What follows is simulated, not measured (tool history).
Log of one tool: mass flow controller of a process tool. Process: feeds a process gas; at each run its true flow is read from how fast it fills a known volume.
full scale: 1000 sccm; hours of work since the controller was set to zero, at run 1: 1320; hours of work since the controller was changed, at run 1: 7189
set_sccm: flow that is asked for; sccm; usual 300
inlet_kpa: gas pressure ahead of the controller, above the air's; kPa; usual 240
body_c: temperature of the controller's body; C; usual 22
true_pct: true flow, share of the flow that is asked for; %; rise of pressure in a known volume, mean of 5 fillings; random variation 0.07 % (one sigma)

run	hour	set_sccm	inlet_kpa	body_c	hours of work since the controller was set to zero	hours of work since the controller was changed	true_pct
1	0.0	300	240	22	1320	7189	99.16
2	253.8	300	240	22	1499	7368	99.24
3	451.5	300	240	22	1639	7507	99.46
4	613.0	300	240	22	1752	7621	99.50
5	743.1	176	240	22	1844	7713	99.28
6	971.4	176	240	22	2005	7874	99.42
7	1203.2	176	240	22	2168	8037	99.44
8	1341.1	176	240	23	2266	8134	99.66
9	1563.3	282	222	22	2422	8291	99.63
10	1676.4	300	163	38	2502	8371	100.92
11	1836.2	300	163	38	2614	8483	101.00
12	1999.3	160	240	25	2729	8598	100.01
13	2148.6	855	216	24	2835	8703	100.47
14	2388.9	384	279	24	3004	8873	100.51

Run 15 comes next. What will it give?
15	2612.4	384	171	24	3161	9030	?

{"run 15": {"true_pct": 100.07}}
Without the tool's hidden state the same run would have given true_pct 99.20 %.

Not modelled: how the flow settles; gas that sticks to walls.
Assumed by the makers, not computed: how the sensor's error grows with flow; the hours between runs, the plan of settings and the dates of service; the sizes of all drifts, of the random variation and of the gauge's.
